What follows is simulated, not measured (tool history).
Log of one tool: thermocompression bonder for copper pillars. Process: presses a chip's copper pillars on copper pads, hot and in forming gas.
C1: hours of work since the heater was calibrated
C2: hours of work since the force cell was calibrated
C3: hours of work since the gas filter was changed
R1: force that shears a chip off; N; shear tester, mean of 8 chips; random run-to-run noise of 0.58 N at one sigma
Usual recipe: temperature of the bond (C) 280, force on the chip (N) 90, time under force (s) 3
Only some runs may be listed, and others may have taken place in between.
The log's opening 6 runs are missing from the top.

{"run": 7, "hour": 398.3, "temperature of the bond (C)": 282, "force on the chip (N)": 90, "time under force (s)": 3, "C1": 498, "C2": 1478, "C3": 163, "R1": 61.8}
{"hour": 416.8, "done": "forming gas filter changed"}
{"run": 8, "hour": 473.2, "temperature of the bond (C)": 282, "force on the chip (N)": 90, "time under force (s)": 3, "C1": 532, "C2": 1512, "C3": 26, "R1": 65.7}
{"run": 9, "hour": 510.7, "temperature of the bond (C)": 271, "force on the chip (N)": 90, "time under force (s)": 3, "C1": 549, "C2": 1529, "C3": 43, "R1": 58}
{"run": 10, "hour": 566.7, "temperature of the bond (C)": 271, "force on the chip (N)": 90, "time under force (s)": 3, "C1": 575, "C2": 1554, "C3": 68, "R1": 57.9}
{"run": 11, "hour": 631.4, "temperature of the bond (C)": 271, "force on the chip (N)": 90, "time under force (s)": 3, "C1": 604, "C2": 1584, "C3": 98, "R1": 57}
{"run": 12, "hour": 715.5, "temperature of the bond (C)": 280, "force on the chip (N)": 90, "time under force (s)": 3, "C1": 643, "C2": 1622, "C3": 137, "R1": 61.5}
{"hour": 788.6, "done": "forming gas filter changed"}
{"run": 13, "hour": 797.3, "temperature of the bond (C)": 280, "force on the chip (N)": 90, "time under force (s)": 3, "C1": 680, "C2": 1660, "C3": 4, "R1": 63.7}
{"hour": 821.9, "done": "heater calibrated with a thermocouple chip"}
{"run": 14, "hour": 860.7, "temperature of the bond (C)": 280, "force on the chip (N)": 90, "time under force (s)": 3, "C1": 18, "C2": 1688, "C3": 32, "R1": 62.3}
{"run": 15, "hour": 905.5, "temperature of the bond (C)": 280, "force on the chip (N)": 90, "time under force (s)": 3, "C1": 38, "C2": 1708, "C3": 52, "R1": 60.6}
{"run": 16, "hour": 968.9, "temperature of the bond (C)": 280, "force on the chip (N)": 90, "time under force (s)": 3, "C1": 67, "C2": 1737, "C3": 82, "R1": 60.5}
{"run": 17, "hour": 1009.1, "temperature of the bond (C)": 294, "force on the chip (N)": 90, "time under force (s)": 3, "C1": 86, "C2": 1755, "C3": 100, "R1": 68.5}
{"run": 18, "hour": 1085.8, "temperature of the bond (C)": 280, "force on the chip (N)": 90, "time under force (s)": 2, "C1": 121, "C2": 1790, "C3": 135, "R1": 50.4}
{"hour": 1164.0, "done": "forming gas filter changed"}
{"run": 19, "hour": 1165.4, "temperature of the bond (C)": 280, "force on the chip (N)": 90, "time under force (s)": 2, "C1": 157, "C2": 1827, "C3": 1, "R1": 52.7}
{"hour": 1221.3, "done": "force cell calibrated"}
{"hour": 1243.2, "done": "heater calibrated with a thermocouple chip, once more"}
{"run": 20, "hour": 1256.7, "temperature of the bond (C)": 256, "force on the chip (N)": 132, "time under force (s)": 2, "C1": 6, "C2": 15, "C3": 41, "R1": 58}
{"run": 21, "hour": 1325.8, "temperature of the bond (C)": 256, "force on the chip (N)": 132, "time under force (s)": 2, "C1": 38, "C2": 47, "C3": 72, "R1": 56.5}
{"run": 22, "hour": 1401.2, "temperature of the bond (C)": 280, "force on the chip (N)": 64, "time under force (s)": 4, "C1": 72, "C2": 81, "C3": 107, "R1": 63.9}
{"run": 23, "hour": 1471.4, "temperature of the bond (C)": 280, "force on the chip (N)": 61, "time under force (s)": 8, "C1": 104, "C2": 113, "C3": 139, "R1": 77.3}
{"run": 24, "hour": 1508.8, "temperature of the bond (C)": 256, "force on the chip (N)": 90, "time under force (s)": 3, "C1": 121, "C2": 130, "C3": 156, "R1": 51.9}
{"hour": 1540.4, "done": "forming gas filter changed"}
{"run": 25, "hour": 1575.9, "temperature of the bond (C)": 289, "force on the chip (N)": 90, "time under force (s)": 3, "C1": 152, "C2": 161, "C3": 16, "R1": 77.9}
{"run": 26, "hour": 1628.7, "temperature of the bond (C)": 306, "force on the chip (N)": 67, "time under force (s)": 2, "C1": 176, "C2": 185, "C3": 40, "R1": 67.9}
{"run": 27, "hour": 1678.0, "temperature of the bond (C)": 267, "force on the chip (N)": 89, "time under force (s)": 7, "C1": 198, "C2": 208, "C3": 63, "R1": 80}
{"run": 28, "hour": 1720.8, "temperature of the bond (C)": 280, "force on the chip (N)": 90, "time under force (s)": 6, "C1": 218, "C2": 227, "C3": 82, "R1": 84}
{"run": 29, "hour": 1788.7, "temperature of the bond (C)": 280, "force on the chip (N)": 85, "time under force (s)": 2, "C1": 249, "C2": 258, "C3": 113, "R1": 57.7}
{"run": 30, "hour": 1857.9, "temperature of the bond (C)": 264, "force on the chip (N)": 107, "time under force (s)": 3, "C1": 281, "C2": 290, "C3": 145, "R1": 61}

Here are 5 independent what-if runs from the current tool condition. What would each one return?
{"run": "A", "hour": 1898.1, "temperature of the bond (C)": 281, "force on the chip (N)": 55, "time under force (s)": 6, "C1": 299, "C2": 308, "C3": 163, "R1": "?"}
{"run": "B", "hour": 1898.1, "temperature of the bond (C)": 252, "force on the chip (N)": 89, "time under force (s)": 3, "C1": 299, "C2": 308, "C3": 163, "R1": "?"}
{"run": "C", "hour": 1898.1, "temperature of the bond (C)": 264, "force on the chip (N)": 107, "time under force (s)": 3, "C1": 299, "C2": 308, "C3": 163, "R1": "?"}
{"run": "D", "hour": 1898.1, "temperature of the bond (C)": 280, "force on the chip (N)": 90, "time under force (s)": 4, "C1": 299, "C2": 308, "C3": 163, "R1": "?"}
{"run": "E", "hour": 1898.1, "temperature of the bond (C)": 263, "force on the chip (N)": 87, "time under force (s)": 5, "C1": 299, "C2": 308, "C3": 163, "R1": "?"}

run=A R1=66.6
run=B R1=48.3
run=C R1=60
run=D R1=71.6
run=E R1=65
Without the tool's unlogged condition, the same runs would have read:
run=A R1=73.4
run=B R1=53.7
run=C R1=66.4
run=D R1=78.8
run=E R1=71.8

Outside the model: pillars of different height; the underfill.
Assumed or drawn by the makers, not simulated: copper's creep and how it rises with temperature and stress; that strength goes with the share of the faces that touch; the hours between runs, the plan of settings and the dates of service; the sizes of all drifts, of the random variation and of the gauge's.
